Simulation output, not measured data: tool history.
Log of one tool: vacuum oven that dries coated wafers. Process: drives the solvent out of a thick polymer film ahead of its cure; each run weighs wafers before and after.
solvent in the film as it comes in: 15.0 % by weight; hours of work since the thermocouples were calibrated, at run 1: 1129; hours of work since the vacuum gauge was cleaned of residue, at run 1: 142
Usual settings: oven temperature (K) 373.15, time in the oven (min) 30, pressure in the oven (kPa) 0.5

run	hour	oven temperature (K)	time in the oven (min)	pressure in the oven (kPa)	hours of work since the thermocouples were calibrated	hours of work since the vacuum gauge was cleaned of residue	solvent left in the film (%)
1	0	373.15	30	0.5	1129	142	1.69
2	11.5	384.15	30	0.5	1137	150	0.53
3	27.6	384.15	30	0.5	1148	161	0.51
4	44.6	373.15	30	0.5	1160	173	1.76
5	62.3	373.15	30	0.5	1172	185	1.73
6	73.1	373.15	30	0.5	1180	193	1.63
7	89.5	373.15	30	0.5	1191	204	1.65
8	98	373.15	30	0.5	1197	210	1.79
9	116.4	373.15	30	0.5	1210	223	1.79
10	125	373.15	30	0.5	1216	229	1.87
11	141.1	378.15	30	0.5	1227	240	1.05
12	154.2	373.15	30	0.342	1236	250	1.65
13	170.6	373.15	30	0.376	1248	261	1.68
14	182.1	373.15	30	0.376	1256	269	1.65
15	197.3	373.15	30	0.376	1267	280	1.74
16	208.2	373.15	30	0.376	1274	287	1.84
17	224.8	369.15	30	0.5	1286	299	2.53
18	238.3	369.15	30	0.5	1295	308	2.44
19	251.5	369.15	30	0.5	1304	318	2.52
20	260.7	373.15	50	0.5	1311	324	0.58
21	270.9	373.15	19	0.5	1318	331	3.51
22	285.5	373.15	30	0.5	1328	341	1.76
23	300.1	373.15	30	0.5	1338	352	1.82
24	317	373.15	29	0.5	1350	363	2.02
25	329.3	365.15	23	1.662	1359	372	4.8
26	346.4	383.15	45	1.4	1371	384	0.57
27	356.3	383.15	45	1.4	1378	391	0.59
28	375.1	383.15	21	0.436	1391	404	1.38
29	389	370.15	43	0.404	1400	414	1.34
30	405.6	370.15	43	0.404	1412	425	1.17
31	415.3	370.15	21	0.404	1419	432	3.79
32	431	370.15	21	0.404	1430	443	3.77
33	448	373.15	25	0.911	1442	455	2.52
34	462.9	373.15	44	0.602	1452	465	0.91
35	480.6	373.15	44	0.602	1464	478	0.92
36	489.6	373.15	18	1.417	1471	484	4.09
37	507.5	371.15	16	1.417	1483	496	5.11
38	525.3	371.15	16	1.417	1496	509	4.96
39	543.5	372.15	24	1.345	1508	522	3.18
# hour 549.1: oven's thermocouples calibrated
40	559.3	372.15	24	0.282	7	531	2.24
41	568.1	372.15	24	0.282	13	537	2.23
42	577	373.15	30	0.251	20	544	1.47
43	590.1	373.15	30	0.505	29	553	1.45
44	600.6	373.15	30	0.505	36	560	1.41
45	618.4	373.15	26	0.683	48	572	1.94
46	631.9	373.15	26	0.683	58	582	1.91
47	640.8	366.15	26	0.792	64	588	3.25

The same runs without the tool's hidden state, with the same run-to-run variation:
The hidden state here: true wafer temperature over the reading, C; true pressure over the reading, kPa; drift of the gauge itself on solvent_pct, %.
run	solvent left in the film (%)
1	1.36
2	0.38
3	0.37
4	1.41
5	1.37
6	1.27
7	1.28
8	1.42
9	1.42
10	1.49
11	0.77
12	1.28
13	1.3
14	1.26
15	1.34
16	1.44
17	2.03
18	1.94
19	2.03
20	0.37
21	2.97
22	1.34
23	1.39
24	1.57
25	4.15
26	0.45
27	0.47
28	1.02
29	0.97
30	0.79
31	3.16
32	3.14
33	1.97
34	0.6
35	0.61
36	3.44
37	4.41
38	4.28
39	2.56
40	2.21
41	2.2
42	1.42
43	1.4
44	1.36
45	1.88
46	1.86
47	3.18

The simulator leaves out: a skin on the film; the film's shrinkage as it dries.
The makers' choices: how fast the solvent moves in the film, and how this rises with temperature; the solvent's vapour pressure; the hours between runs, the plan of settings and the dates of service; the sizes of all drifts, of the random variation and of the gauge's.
